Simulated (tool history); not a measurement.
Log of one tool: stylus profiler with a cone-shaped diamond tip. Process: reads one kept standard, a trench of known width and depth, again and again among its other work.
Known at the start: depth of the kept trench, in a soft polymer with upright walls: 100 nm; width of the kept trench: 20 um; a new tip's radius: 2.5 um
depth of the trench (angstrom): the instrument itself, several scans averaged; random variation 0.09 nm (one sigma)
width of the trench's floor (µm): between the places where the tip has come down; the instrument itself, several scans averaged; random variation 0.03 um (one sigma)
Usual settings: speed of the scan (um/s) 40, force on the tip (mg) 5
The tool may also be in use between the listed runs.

| run | hour | speed of the scan (um/s) | force on the tip (mg) | depth of the trench (angstrom) | width of the trench's floor (µm) |
|---|---|---|---|---|---|
| 1 | 0 | 40 | 5 | 1011.8 | 18.52 |
| 2 | 14.9 | 40 | 5 | 1010 | 18.54 |
| 3 | 34.4 | 40 | 5 | 1009.6 | 18.53 |
| 4 | 59 | 40 | 5 | 1011.9 | 18.52 |
| 5 | 85.7 | 12 | 5 | 1011.6 | 18.55 |
| 6 | 101.9 | 12 | 5 | 1011 | 18.55 |
| 7 | 130.1 | 40 | 5 | 1009.2 | 18.47 |
| 8 | 151.9 | 40 | 1.87 | 1008.5 | 18.52 |
| 9 | 173.2 | 40 | 5 | 1012.4 | 18.46 |
| 10 | 194.1 | 26 | 5 | 1010.9 | 18.59 |
| 11 | 210.3 | 26 | 5 | 1010.6 | 18.58 |
| 12 | 231 | 26 | 5 | 1010.8 | 18.54 |
| 13 | 248.6 | 26 | 5 | 1009.3 | 18.57 |
| 14 | 280.6 | 40 | 1.73 | 1004.3 | 18.47 |
| 15 | 312.7 | 40 | 1.73 | 1003.9 | 18.49 |
| 16 | 332.8 | 64 | 2.66 | 1008 | 18.43 |
| 17 | 357.7 | 42 | 9.19 | 1016 | 18.57 |
| 18 | 394.2 | 12 | 2 | 1006 | 18.55 |
| 19 | 427 | 40 | 3.97 | 1009.7 | 18.5 |
| 20 | 460.8 | 40 | 3.97 | 1009.9 | 18.58 |
| 21 | 483.5 | 13 | 5 | 1010.6 | 18.58 |
| 22 | 514.7 | 126 | 5.75 | 1012.5 | 18.4 |
| 23 | 545.5 | 48 | 13.36 | 1020.8 | 18.49 |
| 24 | 567.3 | 48 | 11.95 | 1019.8 | 18.57 |
| 25 | 597.1 | 14 | 7.62 | 1014.1 | 18.6 |
| 26 | 622.1 | 14 | 7.62 | 1014.5 | 18.54 |
| 27 | 651.3 | 14 | 7.62 | 1014.4 | 18.59 |
| 28 | 678.3 | 18 | 5.61 | 1012.7 | 18.57 |
| 29 | 708.1 | 18 | 5.61 | 1013.5 | 18.58 |
| 30 | 734.2 | 18 | 5.61 | 1012.2 | 18.52 |

3 ways to go on from here, each from the tool as it stands after run 30. What would each give?
| A | 751.1 | 44 | 14.52 | ? | ? |
| B | 751.1 | 42 | 3.77 | ? | ? |
| C | 751.1 | 138 | 6.67 | ? | ? |

| run | depth of the trench (angstrom) | width of the trench's floor (µm) |
|---|---|---|
| A | 1021.9 | 18.52 |
| B | 1009.9 | 18.48 |
| C | 1013 | 18.41 |
Without the tool's hidden state the same runs would have given:
| run | depth of the trench (angstrom) | width of the trench's floor (µm) |
|---|---|---|
| A | 1021.8 | 18.53 |
| B | 1009.8 | 18.48 |
| C | 1013 | 18.41 |
